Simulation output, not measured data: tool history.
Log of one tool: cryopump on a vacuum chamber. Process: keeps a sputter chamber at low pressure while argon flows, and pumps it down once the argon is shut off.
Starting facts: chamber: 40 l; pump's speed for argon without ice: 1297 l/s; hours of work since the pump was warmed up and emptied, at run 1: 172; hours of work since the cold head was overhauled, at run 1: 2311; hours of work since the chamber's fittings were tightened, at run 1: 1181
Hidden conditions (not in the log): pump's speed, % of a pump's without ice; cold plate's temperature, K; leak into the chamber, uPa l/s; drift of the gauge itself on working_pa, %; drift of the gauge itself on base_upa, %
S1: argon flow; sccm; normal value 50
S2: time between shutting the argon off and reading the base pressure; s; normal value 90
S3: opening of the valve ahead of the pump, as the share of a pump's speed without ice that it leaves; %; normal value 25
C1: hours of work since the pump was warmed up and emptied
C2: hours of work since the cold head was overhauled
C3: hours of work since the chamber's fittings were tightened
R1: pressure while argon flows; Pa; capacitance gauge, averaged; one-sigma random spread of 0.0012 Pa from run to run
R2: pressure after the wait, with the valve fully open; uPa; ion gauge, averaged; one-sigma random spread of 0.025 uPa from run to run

run 1 hour=0.0 | S1=50 S2=90 S3=25 | C1=172 C2=2311 C3=1181 | R1=0.2644 R2=2.19
run 2 hour=96.8 | S1=50 S2=90 S3=25 | C1=249 C2=2388 C3=1258 | R1=0.2670 R2=2.22
run 3 hour=182.3 | S1=83 S2=90 S3=25 | C1=316 C2=2456 C3=1326 | R1=0.4432 R2=2.31
run 4 hour=267.8 | S1=83 S2=90 S3=25 | C1=384 C2=2523 C3=1394 | R1=0.4521 R2=2.47
run 5 hour=338.3 | S1=50 S2=29 S3=25 | C1=440 C2=2579 C3=1449 | R1=0.2718 R2=4.15
-- hour=407.2 pump warmed up, emptied and cooled again
run 6 hour=440.1 | S1=50 S2=29 S3=23 | C1=26 C2=2656 C3=1526 | R1=0.2852 R2=4.11
run 7 hour=490.9 | S1=50 S2=90 S3=58 | C1=66 C2=2696 C3=1566 | R1=0.1161 R2=2.45
run 8 hour=535.9 | S1=50 S2=194 S3=58 | C1=102 C2=2732 C3=1602 | R1=0.1159 R2=2.10
run 9 hour=584.6 | S1=50 S2=194 S3=58 | C1=141 C2=2770 C3=1640 | R1=0.1179 R2=2.11
run 10 hour=668.1 | S1=50 S2=90 S3=25 | C1=207 C2=2837 C3=1707 | R1=0.2686 R2=2.64
run 11 hour=713.9 | S1=50 S2=90 S3=25 | C1=243 C2=2873 C3=1743 | R1=0.2673 R2=2.74
run 12 hour=808.1 | S1=50 S2=90 S3=25 | C1=318 C2=2947 C3=1818 | R1=0.2686 R2=2.80
run 13 hour=893.9 | S1=50 S2=90 S3=25 | C1=386 C2=3015 C3=1886 | R1=0.2695 R2=2.90
run 14 hour=978.7 | S1=50 S2=90 S3=25 | C1=453 C2=3083 C3=1953 | R1=0.2726 R2=3.00
-- hour=1032.4 pump warmed up, emptied and cooled again
run 15 hour=1041.6 | S1=50 S2=90 S3=25 | C1=7 C2=3128 C3=1999 | R1=0.2628 R2=2.75
run 16 hour=1091.7 | S1=50 S2=187 S3=41 | C1=47 C2=3168 C3=2038 | R1=0.1634 R2=2.51
run 17 hour=1134.7 | S1=50 S2=26 S3=53 | C1=81 C2=3202 C3=2072 | R1=0.1272 R2=4.82
run 18 hour=1207.9 | S1=50 S2=26 S3=45 | C1=139 C2=3260 C3=2130 | R1=0.1506 R2=5.13
run 19 hour=1260.9 | S1=50 S2=211 S3=17 | C1=181 C2=3302 C3=2172 | R1=0.3903 R2=2.62
run 20 hour=1357.9 | S1=50 S2=211 S3=17 | C1=258 C2=3379 C3=2249 | R1=0.3913 R2=2.75
run 21 hour=1401.6 | S1=50 S2=211 S3=17 | C1=292 C2=3414 C3=2284 | R1=0.3928 R2=2.81
run 22 hour=1489.0 | S1=50 S2=88 S3=15 | C1=362 C2=3483 C3=2353 | R1=0.4426 R2=3.40
-- hour=1547.1 leaking fittings of the chamber tightened, without venting
run 23 hour=1577.3 | S1=50 S2=88 S3=15 | C1=430 C2=3551 C3=24 | R1=0.4443 R2=1.18
-- hour=1661.7 pump warmed up, emptied and cooled again
run 24 hour=1671.8 | S1=89 S2=27 S3=25 | C1=8 C2=3622 C3=95 | R1=0.4716 R2=3.10
run 25 hour=1741.1 | S1=50 S2=51 S3=47 | C1=63 C2=3677 C3=150 | R1=0.1415 R2=1.84
run 26 hour=1818.9 | S1=29 S2=67 S3=38 | C1=125 C2=3739 C3=211 | R1=0.1022 R2=1.58
run 27 hour=1900.5 | S1=51 S2=36 S3=53 | C1=189 C2=3803 C3=276 | R1=0.1328 R2=2.53
run 28 hour=1971.7 | S1=50 S2=169 S3=25 | C1=246 C2=3860 C3=332 | R1=0.2683 R2=1.04
run 29 hour=2054.0 | S1=50 S2=169 S3=25 | C1=311 C2=3925 C3=398 | R1=0.2700 R2=1.14
run 30 hour=2152.4 | S1=67 S2=169 S3=25 | C1=389 C2=4003 C3=476 | R1=0.3659 R2=1.20

Pick out some run-to-run changes in R1. Of each, how much would a tool without hidden state show as well, from the settings, what came in and chance, and how much is left for the hidden state and any gauge scatter not in both results compared?
Run 2 -> 3: S1 50 -> 83. R1 +0.1762 Pa: hidden state +0.0064, all else +0.1698.
Run 4 -> 5: S1 83 -> 50, S2 90 -> 29. R1 -0.1803 Pa: hidden state -0.0049, all else -0.1754.
Run 5 -> 6: S3 25 -> 23, pump warmed up, emptied and cooled again. R1 +0.0134 Pa: hidden state -0.0075, all else +0.0209.
Run 14 -> 15: pump warmed up, emptied and cooled again. R1 -0.0098 Pa: hidden state -0.0083, all else -0.0015.
Run 18 -> 19: S2 26 -> 211, S3 45 -> 17. R1 +0.2397 Pa: hidden state +0.0009, all else +0.2388.
Run 24 -> 25: S1 89 -> 50, S2 27 -> 51, S3 25 -> 47. R1 -0.3301 Pa: hidden state -0.0018, all else -0.3283.
